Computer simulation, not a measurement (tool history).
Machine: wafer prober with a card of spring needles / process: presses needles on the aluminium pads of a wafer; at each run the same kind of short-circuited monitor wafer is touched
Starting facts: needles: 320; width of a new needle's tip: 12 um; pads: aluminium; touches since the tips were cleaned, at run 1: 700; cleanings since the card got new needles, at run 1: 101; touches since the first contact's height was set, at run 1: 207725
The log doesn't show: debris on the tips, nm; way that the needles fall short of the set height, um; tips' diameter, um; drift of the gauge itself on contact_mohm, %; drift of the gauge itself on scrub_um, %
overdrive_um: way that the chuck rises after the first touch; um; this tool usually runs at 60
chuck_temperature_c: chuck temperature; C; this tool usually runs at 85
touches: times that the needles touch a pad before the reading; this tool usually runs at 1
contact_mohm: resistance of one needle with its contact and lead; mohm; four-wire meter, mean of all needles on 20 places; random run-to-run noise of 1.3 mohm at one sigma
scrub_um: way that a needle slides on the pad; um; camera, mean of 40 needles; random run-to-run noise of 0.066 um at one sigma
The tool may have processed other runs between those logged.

run	hour	overdrive_um	chuck_temperature_c	touches	touches since the tips were cleaned	cleanings since the card got new needles	touches since the first contact's height was set	contact_mohm	scrub_um
1	0	60	85	1	700	101	207725	111	10.07
# hour 6.2: tips cleaned on abrasive film
# hour 14.5: tips cleaned on abrasive film
# hour 16.8: height of the first contact set anew
# hour 25.1: tips cleaned on abrasive film
# hour 35.4: tips cleaned on abrasive film
# hour 45.7: tips cleaned on abrasive film
# hour 56: tips cleaned on abrasive film
2	56.8	60	85	1	178	107	8382	111	10.14
# hour 65.1: tips cleaned on abrasive film
# hour 75.4: tips cleaned on abrasive film
# hour 85.7: tips cleaned on abrasive film
# hour 96: tips cleaned on abrasive film
# hour 106.3: tips cleaned on abrasive film
3	108.4	60	85	1	451	112	19196	109	10.23
# hour 114.5: tips cleaned on abrasive film
# hour 124.8: tips cleaned on abrasive film
# hour 135.1: tips cleaned on abrasive film
4	135.6	60	85	1	90	115	24885	110	10.28
# hour 143.8: tips cleaned on abrasive film
# hour 154.1: tips cleaned on abrasive film
# hour 164.4: tips cleaned on abrasive film
# hour 174.7: tips cleaned on abrasive film
5	178.7	60	85	1	849	119	33939	109	10.19
# hour 185: tips cleaned on abrasive film
# hour 195.3: tips cleaned on abrasive film
# hour 205.6: tips cleaned on abrasive film
6	206.4	60	85	1	177	122	39729	112	10.28
# hour 214.6: tips cleaned on abrasive film
# hour 224.9: tips cleaned on abrasive film
# hour 235.2: tips cleaned on abrasive film
# hour 245.5: tips cleaned on abrasive film
# hour 255.8: tips cleaned on abrasive film
7	261.8	60	85	1	1273	127	51363	110	10.14
# hour 266: tips cleaned on abrasive film
# hour 276.3: tips cleaned on abrasive film
# hour 284.6: tips cleaned on abrasive film
# hour 294.9: tips cleaned on abrasive film
8	302.1	60	85	1	1533	131	59805	111	10.17
# hour 304.3: tips cleaned on abrasive film
# hour 314.6: tips cleaned on abrasive film
# hour 322.8: tips cleaned on abrasive film
# hour 333.1: tips cleaned on abrasive film
9	335.1	60	85	1	425	135	66707	111	10.11
# hour 343.4: tips cleaned on abrasive film
# hour 351.6: tips cleaned on abrasive film
# hour 361.9: tips cleaned on abrasive film
10	361.9	60	85	1	0	138	72310	112	10.23
# hour 372.2: tips cleaned on abrasive film
# hour 382.5: tips cleaned on abrasive film
# hour 392.8: tips cleaned on abrasive film
# hour 403.1: tips cleaned on abrasive film
# hour 411.4: tips cleaned on abrasive film
# hour 420.6: tips cleaned on abrasive film
11	420.6	60	85	1	0	144	84614	111	10.13
# hour 428.9: tips cleaned on abrasive film
# hour 439.2: tips cleaned on abrasive film
# hour 449.5: tips cleaned on abrasive film
12	454.3	60	53	1	1020	147	91680	108	10.14
# hour 458.5: tips cleaned on abrasive film
# hour 468.8: tips cleaned on abrasive film
# hour 479.1: tips cleaned on abrasive film
# hour 489.4: tips cleaned on abrasive film
13	494.2	60	53	1	1009	151	100031	107	10.23
# hour 498.3: tips cleaned on abrasive film
# hour 508.6: tips cleaned on abrasive film
# hour 516.9: tips cleaned on abrasive film
# hour 527.2: tips cleaned on abrasive film
14	531	60	53	1	817	155	107757	102	10.26
# hour 537.3: tips cleaned on abrasive film
# hour 547.6: tips cleaned on abrasive film
# hour 557.9: tips cleaned on abrasive film
15	562.7	60	85	2	1018	158	114389	113	10.3
# hour 566.9: tips cleaned on abrasive film
# hour 577.2: tips cleaned on abrasive film
# hour 587.5: tips cleaned on abrasive film
# hour 597.8: tips cleaned on abrasive film
16	604.7	43	51	1	1469	162	123201	110	7.27
# hour 606.8: tips cleaned on abrasive film
# hour 617.1: tips cleaned on abrasive film
# hour 625.4: tips cleaned on abrasive film
# hour 635.7: tips cleaned on abrasive film
# hour 646: tips cleaned on abrasive film
# hour 654.3: tips cleaned on abrasive film
17	659.6	46	85	1	1141	168	134705	115	7.81
# hour 663.8: tips cleaned on abrasive film
# hour 674.1: tips cleaned on abrasive film
# hour 684.4: tips cleaned on abrasive film
# hour 692.7: tips cleaned on abrasive film
# hour 703: tips cleaned on abrasive film
18	708.1	71	85	1	1093	173	144864	107	12
# hour 712.3: tips cleaned on abrasive film
# hour 720.6: tips cleaned on abrasive film
# hour 730.9: tips cleaned on abrasive film
19	734.6	71	85	1	798	176	150411	109	11.94
# hour 740.9: tips cleaned on abrasive film
# hour 749.1: tips cleaned on abrasive film
# hour 759.4: tips cleaned on abrasive film
# hour 769.7: tips cleaned on abrasive film
20	773.6	52	33	2	830	180	158582	106	8.8
# hour 779.9: tips cleaned on abrasive film
# hour 790.2: tips cleaned on abrasive film
# hour 800.5: tips cleaned on abrasive film
# hour 810.8: tips cleaned on abrasive film
# hour 819: tips cleaned on abrasive film
21	821.1	50	31	3	445	185	168527	106	8.44
# hour 827.3: tips cleaned on abrasive film
# hour 837.6: tips cleaned on abrasive film
# hour 847.9: tips cleaned on abrasive film
# hour 858.2: tips cleaned on abrasive film
22	862.5	45	29	3	894	189	177195	104	7.66
# hour 866.6: tips cleaned on abrasive film
# hour 874.9: tips cleaned on abrasive film
# hour 885.2: tips cleaned on abrasive film
# hour 893.5: tips cleaned on abrasive film
# hour 903.7: tips cleaned on abrasive film
23	904.4	45	29	3	134	194	185963	106	7.6
# hour 912.7: tips cleaned on abrasive film
# hour 920.9: tips cleaned on abrasive film
# hour 931.2: tips cleaned on abrasive film
# hour 941.5: tips cleaned on abrasive film
24	942	45	29	3	105	198	193843	108	7.53
# hour 950.3: tips cleaned on abrasive film
# hour 958.5: tips cleaned on abrasive film
# hour 968.8: tips cleaned on abrasive film
# hour 979.1: tips cleaned on abrasive film
25	979.5	76	85	1	66	202	201684	109	12.76

Forecast each of these 4 alternatives for the next run:
# hour 987.7: tips cleaned on abrasive film
# hour 998: tips cleaned on abrasive film
# hour 1008.3: tips cleaned on abrasive film
A	1016.5	43	66	2	1721	205	209456	?	?
# hour 987.7: tips cleaned on abrasive film
# hour 998: tips cleaned on abrasive film
# hour 1008.3: tips cleaned on abrasive film
B	1016.5	52	116	2	1721	205	209456	?	?
# hour 987.7: tips cleaned on abrasive film
# hour 998: tips cleaned on abrasive film
# hour 1008.3: tips cleaned on abrasive film
C	1016.5	60	72	1	1721	205	209456	?	?
# hour 987.7: tips cleaned on abrasive film
# hour 998: tips cleaned on abrasive film
# hour 1008.3: tips cleaned on abrasive film
D	1016.5	55	28	1	1721	205	209456	?	?

run	contact_mohm	scrub_um
A	112	7.26
B	113	8.75
C	110	10.08
D	104	9.28
With no hidden state in the tool, these same runs would have given:
run	contact_mohm	scrub_um
A	111	7.31
B	113	8.79
C	109	10.13
D	103	9.32
